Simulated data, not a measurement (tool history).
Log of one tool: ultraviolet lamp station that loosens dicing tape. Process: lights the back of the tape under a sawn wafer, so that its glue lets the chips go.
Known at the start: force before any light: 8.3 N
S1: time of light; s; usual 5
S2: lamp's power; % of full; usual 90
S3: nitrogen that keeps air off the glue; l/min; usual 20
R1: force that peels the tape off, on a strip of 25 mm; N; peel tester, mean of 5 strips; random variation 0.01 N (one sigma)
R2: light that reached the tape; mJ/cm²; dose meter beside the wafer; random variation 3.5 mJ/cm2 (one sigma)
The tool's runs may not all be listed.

{"run": 1, "day": 0.0, "S1": 5, "S2": 90, "S3": 20, "R1": 0.437, "R2": 564}
{"run": 2, "day": 1.329, "S1": 5, "S2": 90, "S3": 12, "R1": 0.608, "R2": 573}
{"run": 3, "day": 2.283, "S1": 5, "S2": 90, "S3": 32, "R1": 0.337, "R2": 575}
{"run": 4, "day": 3.683, "S1": 5, "S2": 90, "S3": 6, "R1": 0.971, "R2": 569}
{"run": 5, "day": 5.096, "S1": 5, "S2": 90, "S3": 6, "R1": 0.967, "R2": 566}
{"run": 6, "day": 6.354, "S1": 5, "S2": 90, "S3": 20, "R1": 0.43, "R2": 570}
{"run": 7, "day": 7.442, "S1": 5, "S2": 90, "S3": 20, "R1": 0.431, "R2": 571}
{"run": 8, "day": 8.108, "S1": 5, "S2": 90, "S3": 20, "R1": 0.425, "R2": 565}
{"run": 9, "day": 9.154, "S1": 3, "S2": 90, "S3": 20, "R1": 1.243, "R2": 341}
{"run": 10, "day": 10.446, "S1": 3, "S2": 90, "S3": 20, "R1": 1.269, "R2": 345}
{"run": 11, "day": 11.925, "S1": 3, "S2": 90, "S3": 20, "R1": 1.253, "R2": 339}
{"run": 12, "day": 13.021, "S1": 8, "S2": 90, "S3": 20, "R1": 0.198, "R2": 910}
{"run": 13, "day": 13.742, "S1": 5, "S2": 90, "S3": 11, "R1": 0.616, "R2": 572}
{"run": 14, "day": 15.075, "S1": 8, "S2": 84, "S3": 12, "R1": 0.256, "R2": 854}
{"run": 15, "day": 16.596, "S1": 8, "S2": 84, "S3": 12, "R1": 0.262, "R2": 850}
{"run": 16, "day": 18.067, "S1": 8, "S2": 84, "S3": 12, "R1": 0.263, "R2": 849}

Taken out of this log: 1 entry between the listed runs. Where each belongs, and how the hidden state differs across it:
Between runs 14 and 15: window cleaned of glue's vapour (day 15.625)
  no hidden state differs between the two runs
